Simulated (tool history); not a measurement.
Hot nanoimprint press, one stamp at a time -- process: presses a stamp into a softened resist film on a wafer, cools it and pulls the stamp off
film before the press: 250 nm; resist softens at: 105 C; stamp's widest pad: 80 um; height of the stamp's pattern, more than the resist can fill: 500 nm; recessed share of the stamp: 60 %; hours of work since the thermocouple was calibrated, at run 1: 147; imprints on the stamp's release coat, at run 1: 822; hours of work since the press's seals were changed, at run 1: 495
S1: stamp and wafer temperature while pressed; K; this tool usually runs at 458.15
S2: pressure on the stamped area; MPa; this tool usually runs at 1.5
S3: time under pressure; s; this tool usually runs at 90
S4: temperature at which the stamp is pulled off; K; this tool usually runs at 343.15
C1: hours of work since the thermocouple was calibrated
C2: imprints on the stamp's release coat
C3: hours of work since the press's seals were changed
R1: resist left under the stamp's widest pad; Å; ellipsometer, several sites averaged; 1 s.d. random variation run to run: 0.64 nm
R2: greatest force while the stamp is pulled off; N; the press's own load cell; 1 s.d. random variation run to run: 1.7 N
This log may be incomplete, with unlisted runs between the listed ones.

Run 1, hour 0: usual settings; C1 147; C2 822; C3 495. Result: R1 1190 Å, R2 146 N.
At hour 28.5: stamp cleaned and given a new release coat.
Run 2, hour 34.6: usual settings; C1 162; C2 15; C3 510. Result: R1 1194 Å, R2 148 N.
Run 3, hour 59.3: usual settings; C1 174; C2 79; C3 522. Result: R1 1193 Å, R2 149 N.
Run 4, hour 74.1: usual settings; C1 182; C2 117; C3 530. Result: R1 1177 Å, R2 145 N.
Run 5, hour 89.4: usual settings; C1 190; C2 156; C3 538. Result: R1 1193 Å, R2 147 N.
Run 6, hour 113.5: usual settings but S3 60 s; C1 202; C2 219; C3 550. Result: R1 1363 Å, R2 147 N.
Run 7, hour 140.8: usual settings but S3 60 s; C1 216; C2 289; C3 564. Result: R1 1367 Å, R2 149 N.
Run 8, hour 163.7: usual settings but S1 450.15 K; C1 228; C2 348; C3 575. Result: R1 1474 Å, R2 148 N.
Run 9, hour 194.8: usual settings but S1 469.15 K; C1 244; C2 428; C3 591. Result: R1 904 Å, R2 145 N.
Run 10, hour 208.3: usual settings but S1 469.15 K; C1 250; C2 463; C3 598. Result: R1 899 Å, R2 147 N.
Run 11, hour 223.3: usual settings but S4 344.15 K; C1 258; C2 501; C3 606. Result: R1 1198 Å, R2 142 N.
Run 12, hour 236.7: usual settings but S2 1.69 MPa, S4 344.15 K; C1 265; C2 536; C3 613. Result: R1 1135 Å, R2 145 N.
Run 13, hour 263.8: usual settings but S2 1.69 MPa, S4 344.15 K; C1 279; C2 605; C3 627. Result: R1 1147 Å, R2 139 N.
At hour 272.4: plate thermocouple calibrated.
Run 14, hour 294.7: usual settings but S2 1.69 MPa, S4 344.15 K; C1 11; C2 677; C3 641. Result: R1 1146 Å, R2 142 N.
Run 15, hour 325.1: usual settings but S2 1.69 MPa, S4 344.15 K; C1 27; C2 755; C3 656. Result: R1 1137 Å, R2 142 N.
Run 16, hour 345.5: usual settings but S1 468.15 K, S2 1.69 MPa, S4 344.15 K; C1 37; C2 808; C3 667. Result: R1 873 Å, R2 143 N.
At hour 378.5: stamp cleaned and given a new release coat.
Run 17, hour 379.3: usual settings but S1 468.15 K, S2 1.69 MPa, S4 344.15 K; C1 51; C2 2; C3 681. Result: R1 876 Å, R2 143 N.
Run 18, hour 409.5: usual settings but S1 468.15 K, S2 1.28 MPa, S4 344.15 K; C1 67; C2 80; C3 696. Result: R1 1008 Å, R2 141 N.
Run 19, hour 425.2: usual settings; C1 75; C2 120; C3 704. Result: R1 1207 Å, R2 149 N.
Run 20, hour 440.6: usual settings; C1 83; C2 160; C3 712. Result: R1 1206 Å, R2 144 N.
Run 21, hour 460.8: usual settings; C1 93; C2 212; C3 722. Result: R1 1207 Å, R2 145 N.
Run 22, hour 489.2: usual settings but S2 1.17 MPa, S4 335.15 K; C1 107; C2 285; C3 737. Result: R1 1360 Å, R2 172 N.
Run 23, hour 515.8: usual settings but S2 1.17 MPa, S4 335.15 K; C1 121; C2 354; C3 750. Result: R1 1361 Å, R2 173 N.
Run 24, hour 547.8: usual settings but S2 0.92 MPa, S3 75 s, S4 339.15 K; C1 137; C2 436; C3 767. Result: R1 1584 Å, R2 162 N.
Run 25, hour 564.1: usual settings but S1 457.15 K, S2 1.14 MPa, S4 332.15 K; C1 146; C2 478; C3 775. Result: R1 1405 Å, R2 183 N.
Run 26, hour 593.3: usual settings but S1 457.15 K, S2 1.14 MPa, S4 332.15 K; C1 161; C2 553; C3 790. Result: R1 1411 Å, R2 185 N.
At hour 600.6: gauge calibrated.
Run 27, hour 614.3: usual settings but S1 462.15 K, S2 1.61 MPa, S3 108 s; C1 171; C2 607; C3 801. Result: R1 964 Å, R2 146 N.
Run 28, hour 643.6: usual settings but S2 2.13 MPa; C1 186; C2 683; C3 816. Result: R1 1008 Å, R2 150 N.
Run 29, hour 660.3: usual settings but S1 448.15 K, S2 1.66 MPa, S3 109 s, S4 338.15 K; C1 195; C2 726; C3 824. Result: R1 1399 Å, R2 162 N.

Forecast each of these 3 alternatives for the next run:
Run A, hour 684.6: usual settings but S1 460.15 K, S3 94 s; C1 207; C2 788; C3 837. Result: R1 ?, R2 ?.
Run B, hour 684.6: usual settings but S1 450.15 K, S2 1.42 MPa, S3 160 s, S4 338.15 K; C1 207; C2 788; C3 837. Result: R1 ?, R2 ?.
Run C, hour 684.6: usual settings but S2 1.59 MPa, S3 168 s, S4 347.15 K; C1 207; C2 788; C3 837. Result: R1 ?, R2 ?.

run    R1   R2
  A  1115  146
  B  1228  165
  C   904  131
With no hidden state in the tool, these same runs would have given:
run    R1   R2
  A  1107  145
  B  1220  164
  C   897  131
